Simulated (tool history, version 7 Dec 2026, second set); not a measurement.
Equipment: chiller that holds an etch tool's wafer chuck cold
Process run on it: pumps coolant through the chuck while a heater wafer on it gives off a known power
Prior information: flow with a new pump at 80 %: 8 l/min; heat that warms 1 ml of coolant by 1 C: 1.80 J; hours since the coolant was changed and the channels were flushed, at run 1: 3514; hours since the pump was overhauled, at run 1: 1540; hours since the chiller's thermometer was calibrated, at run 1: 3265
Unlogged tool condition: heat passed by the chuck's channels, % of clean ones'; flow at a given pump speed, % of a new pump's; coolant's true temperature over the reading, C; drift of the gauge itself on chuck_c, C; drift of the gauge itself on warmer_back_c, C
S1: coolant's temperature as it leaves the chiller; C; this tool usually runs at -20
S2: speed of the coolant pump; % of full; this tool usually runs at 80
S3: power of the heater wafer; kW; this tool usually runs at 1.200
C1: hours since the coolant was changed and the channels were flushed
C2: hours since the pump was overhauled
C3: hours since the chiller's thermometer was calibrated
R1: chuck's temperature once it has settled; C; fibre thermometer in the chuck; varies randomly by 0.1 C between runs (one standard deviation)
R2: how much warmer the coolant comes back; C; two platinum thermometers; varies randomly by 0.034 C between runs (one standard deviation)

run     day   S1  S2     S3    C1    C2    C3     R1    R2
  1   0.000  -20  80  1.200  3514  1540  3265  -10.6  5.09
  2   1.554  -20  80  1.200  3551  1578  3302  -10.6  5.13
  3   2.571  -20  78  1.200  3575  1602  3326  -10.3  5.21
  4   3.771  -29  80  1.200  3604  1631  3355  -19.9  5.16
  5   5.338  -20  80  1.200  3642  1668  3393  -10.7  5.18
  6   6.958  -20  80  1.200  3681  1707  3432  -10.7  5.06
  7   8.071  -20  72  1.200  3707  1734  3458   -9.8  5.67
  8   9.192  -20  72  1.200  3734  1761  3485  -10.0  5.67
  9  10.138  -23  80  1.200  3757  1784  3508  -13.5  5.17
     10.512  -- coolant pump overhauled
 10  12.100  -23  80  1.200  3799    38  3550  -13.7  5.23
 11  13.354  -23  80  1.200  3829    68  3580  -13.4  5.24
 12  14.942  -20  91  1.200  3867   106  3618  -11.3  4.60
 13  16.117  -20  91  1.200  3895   135  3646  -11.4  4.67
 14  17.058  -20  80  1.331  3918   157  3669   -9.4  5.79
 15  18.675  -20  80  1.331  3957   196  3708   -9.4  5.85
 16  19.625  -20  80  1.200  3980   219  3731  -10.5  5.21
     19.942  -- coolant pump overhauled, once more
 17  20.617  -20  80  1.710  3998    16  3749   -7.0  7.14

Estimate the outcome of run 18 from the log above:
 18  22.496  -19  89  1.046  4044  61  3794   ?   ?

Run 18 yielded R1 -11.5 C, R2 3.93 C.
If the tool had no hidden condition, the same run with the same run-to-run variation would have returned R1 -12.1 C, R2 3.93 C.
